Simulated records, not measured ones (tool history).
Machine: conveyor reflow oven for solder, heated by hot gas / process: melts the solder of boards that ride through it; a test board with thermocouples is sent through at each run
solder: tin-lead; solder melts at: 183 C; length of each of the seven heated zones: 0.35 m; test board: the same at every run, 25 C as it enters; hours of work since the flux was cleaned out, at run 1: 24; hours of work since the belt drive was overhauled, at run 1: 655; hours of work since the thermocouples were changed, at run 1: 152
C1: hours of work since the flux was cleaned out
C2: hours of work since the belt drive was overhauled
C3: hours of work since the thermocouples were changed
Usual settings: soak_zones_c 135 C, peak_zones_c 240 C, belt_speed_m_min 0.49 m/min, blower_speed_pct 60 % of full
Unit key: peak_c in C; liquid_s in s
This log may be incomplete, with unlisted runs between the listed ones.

run 1 hour=0 | soak_zones_c=135 peak_zones_c=240 belt_speed_m_min=0.49 blower_speed_pct=60 | C1=24 C2=655 C3=152 | peak_c=216.2 liquid_s=61.1
run 2 hour=14.8 | soak_zones_c=135 peak_zones_c=240 belt_speed_m_min=0.49 blower_speed_pct=60 | C1=31 C2=662 C3=159 | peak_c=216.3 liquid_s=62
run 3 hour=23.5 | soak_zones_c=135 peak_zones_c=240 belt_speed_m_min=0.49 blower_speed_pct=60 | C1=36 C2=666 C3=163 | peak_c=216.1 liquid_s=61.4
run 4 hour=31.3 | soak_zones_c=135 peak_zones_c=240 belt_speed_m_min=0.49 blower_speed_pct=60 | C1=39 C2=670 C3=167 | peak_c=216.3 liquid_s=61.5
run 5 hour=42.9 | soak_zones_c=135 peak_zones_c=240 belt_speed_m_min=0.49 blower_speed_pct=60 | C1=45 C2=676 C3=173 | peak_c=216 liquid_s=61.1
run 6 hour=57.3 | soak_zones_c=135 peak_zones_c=240 belt_speed_m_min=0.49 blower_speed_pct=60 | C1=52 C2=683 C3=180 | peak_c=216.1 liquid_s=61.5
run 7 hour=70.7 | soak_zones_c=135 peak_zones_c=240 belt_speed_m_min=0.49 blower_speed_pct=60 | C1=58 C2=689 C3=186 | peak_c=215.8 liquid_s=60.9
run 8 hour=81 | soak_zones_c=135 peak_zones_c=240 belt_speed_m_min=0.49 blower_speed_pct=60 | C1=63 C2=694 C3=191 | peak_c=215.5 liquid_s=61.2
run 9 hour=91.6 | soak_zones_c=135 peak_zones_c=240 belt_speed_m_min=0.49 blower_speed_pct=60 | C1=69 C2=699 C3=196 | peak_c=215.8 liquid_s=60.9
run 10 hour=98.8 | soak_zones_c=135 peak_zones_c=240 belt_speed_m_min=0.49 blower_speed_pct=60 | C1=72 C2=703 C3=200 | peak_c=216 liquid_s=60.7
run 11 hour=106.4 | soak_zones_c=135 peak_zones_c=240 belt_speed_m_min=0.395 blower_speed_pct=60 | C1=76 C2=707 C3=203 | peak_c=223.2 liquid_s=85.2
run 12 hour=113 | soak_zones_c=135 peak_zones_c=240 belt_speed_m_min=0.469 blower_speed_pct=60 | C1=79 C2=710 C3=207 | peak_c=217.6 liquid_s=66
run 13 hour=122.1 | soak_zones_c=135 peak_zones_c=240 belt_speed_m_min=0.49 blower_speed_pct=60 | C1=83 C2=714 C3=211 | peak_c=215.9 liquid_s=60.8
run 14 hour=135.3 | soak_zones_c=135 peak_zones_c=240 belt_speed_m_min=0.49 blower_speed_pct=60 | C1=90 C2=721 C3=217 | peak_c=215.6 liquid_s=60.2
run 15 hour=141.5 | soak_zones_c=135 peak_zones_c=240 belt_speed_m_min=0.49 blower_speed_pct=60 | C1=93 C2=724 C3=220 | peak_c=215.5 liquid_s=61.2
run 16 hour=155.4 | soak_zones_c=135 peak_zones_c=240 belt_speed_m_min=0.49 blower_speed_pct=60 | C1=99 C2=730 C3=227 | peak_c=215.9 liquid_s=61.1
run 17 hour=169.2 | soak_zones_c=132 peak_zones_c=249 belt_speed_m_min=0.474 blower_speed_pct=86 | C1=106 C2=737 C3=234 | peak_c=230 liquid_s=74.3
run 18 hour=176.8 | soak_zones_c=132 peak_zones_c=249 belt_speed_m_min=0.464 blower_speed_pct=88 | C1=110 C2=741 C3=238 | peak_c=231.1 liquid_s=77
run 19 hour=183.5 | soak_zones_c=135 peak_zones_c=243 belt_speed_m_min=0.49 blower_speed_pct=87 | C1=113 C2=744 C3=241 | peak_c=224 liquid_s=68.9
run 20 hour=193.8 | soak_zones_c=126 peak_zones_c=243 belt_speed_m_min=0.49 blower_speed_pct=79 | C1=118 C2=749 C3=246 | peak_c=221 liquid_s=62.6
run 21 hour=203.7 | soak_zones_c=121 peak_zones_c=233 belt_speed_m_min=0.45 blower_speed_pct=58 | C1=123 C2=754 C3=251 | peak_c=209.4 liquid_s=54.5
run 22 hour=216.8 | soak_zones_c=132 peak_zones_c=235 belt_speed_m_min=0.552 blower_speed_pct=69 | C1=129 C2=760 C3=257 | peak_c=207.9 liquid_s=45.8
run 23 hour=229.1 | soak_zones_c=135 peak_zones_c=229 belt_speed_m_min=0.49 blower_speed_pct=70 | C1=135 C2=766 C3=263 | peak_c=208.4 liquid_s=54
run 24 hour=242.5 | soak_zones_c=136 peak_zones_c=255 belt_speed_m_min=0.588 blower_speed_pct=53 | C1=142 C2=772 C3=269 | peak_c=215.7 liquid_s=50.2
run 25 hour=255.3 | soak_zones_c=144 peak_zones_c=232 belt_speed_m_min=0.49 blower_speed_pct=60 | C1=148 C2=779 C3=276 | peak_c=210.9 liquid_s=59.4
run 26 hour=269 | soak_zones_c=134 peak_zones_c=246 belt_speed_m_min=0.489 blower_speed_pct=60 | C1=154 C2=785 C3=282 | peak_c=219.8 liquid_s=64
run 27 hour=282.1 | soak_zones_c=121 peak_zones_c=229 belt_speed_m_min=0.523 blower_speed_pct=62 | C1=161 C2=792 C3=289 | peak_c=200.7 liquid_s=35.1
run 28 hour=292.9 | soak_zones_c=121 peak_zones_c=238 belt_speed_m_min=0.446 blower_speed_pct=62 | C1=166 C2=797 C3=294 | peak_c=214.7 liquid_s=61
run 29 hour=307.8 | soak_zones_c=121 peak_zones_c=238 belt_speed_m_min=0.446 blower_speed_pct=62 | C1=173 C2=804 C3=301 | peak_c=214.4 liquid_s=61.1
run 30 hour=322.6 | soak_zones_c=121 peak_zones_c=238 belt_speed_m_min=0.446 blower_speed_pct=62 | C1=180 C2=811 C3=308 | peak_c=214.8 liquid_s=61.3

Branching from run 30: 3 alternative next runs. What would each branch give?
run A hour=334.1 | soak_zones_c=135 peak_zones_c=240 belt_speed_m_min=0.49 blower_speed_pct=52 | C1=186 C2=817 C3=314 | peak_c=? liquid_s=?
run B hour=334.1 | soak_zones_c=131 peak_zones_c=235 belt_speed_m_min=0.49 blower_speed_pct=60 | C1=186 C2=817 C3=314 | peak_c=? liquid_s=?
run C hour=334.1 | soak_zones_c=135 peak_zones_c=232 belt_speed_m_min=0.467 blower_speed_pct=60 | C1=186 C2=817 C3=314 | peak_c=? liquid_s=?

run=A peak_c=212.4 liquid_s=56.7
run=B peak_c=210 liquid_s=53.1
run=C peak_c=210 liquid_s=57.9
Without the tool's hidden state the same runs would have given:
run=A peak_c=214.3 liquid_s=58.2
run=B peak_c=212 liquid_s=55
run=C peak_c=211.9 liquid_s=59.6
